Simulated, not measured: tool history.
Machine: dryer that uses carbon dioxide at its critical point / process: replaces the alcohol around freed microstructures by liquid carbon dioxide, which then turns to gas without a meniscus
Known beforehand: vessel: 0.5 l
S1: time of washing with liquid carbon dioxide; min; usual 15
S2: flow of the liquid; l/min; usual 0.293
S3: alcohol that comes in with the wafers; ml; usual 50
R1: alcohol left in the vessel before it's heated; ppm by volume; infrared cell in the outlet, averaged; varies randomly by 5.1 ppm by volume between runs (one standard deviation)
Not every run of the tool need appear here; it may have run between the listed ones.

run   hour  S1     S2  S3    R1
  1      0  15  0.293  50   162
  2    4.7  15  0.293  50   167
  3   10.3  15  0.338  50    78
  4   16.9  15  0.293  50   174
  5   22.2  15  0.293  50   178
  6   29.3  15  0.293  50   172
  7   34.9  15  0.293  50   166
  8   40.6  23  0.293  50    26
  9   46.1  15  0.293  50   183
 10   53.8  15  0.229  50   613
 11   59.4  15  0.229  50   642
 12   65.7  15  0.293  34   139
 13   71.8  15  0.293  60   216
 14   80.8  15  0.293  50   195
 15   91.4  16  0.293  50   134
 16     98  16  0.293  50   149
 17  105.2  15  0.293  28   122
 18  110.2  15  0.293  28   129
 19  120.7  15  0.293  50   207
 20  130.7  15  0.293  50   200
 21  138.1  15  0.293  50   207
 22  142.9  15  0.293  50   207
 23  153.1  15  0.293  50   200
 24    158  23  0.293  50    45
 25  166.6  23  0.293  50    35
 26  172.5  19  0.329  90    61
 27  182.4  19  0.329  90    66
 28  189.7  19  0.339  78    52
 29  198.6  16  0.293  82   241
 30  206.4  10  0.223  31  2489
 31  216.6  10  0.223  31  2505
 32  221.7  10  0.223  31  2550
 33  229.5  24  0.294  50    57
 34  235.4  15  0.235  32   469
 35  242.2  15  0.293  50   243
 36  250.8  15  0.293  50   252
 37  260.1  20  0.293  50    74
 38  269.7  15  0.396  50    84
 39  280.4  16  0.396  25    55
 40    290  16  0.203  41   849
 41  295.1  16  0.203  41   893
 42    303  16  0.203  41   893
 43  309.2  15   0.21  47  1154
 44  319.7  10  0.383  47   537
 45  327.9  12   0.24  77  2797
 46  335.8  11  0.353  77   312

Missing from the log above: 1 entry noted between runs. For each, name the pair of listed runs it sits between and say how the tool's hidden condition differs from the listed run just before to the listed run just after:
Runs 45 to 46: inlet filter changed (hour 329.9)
  flow that reaches the vessel past the clogged filter, %: 83.4 -> 99.8; alcohol in the recycled carbon dioxide, ppm: 55.9 -> 56.6
  measured less the result without the state, R1: +1560 -> +54 ppm by volume
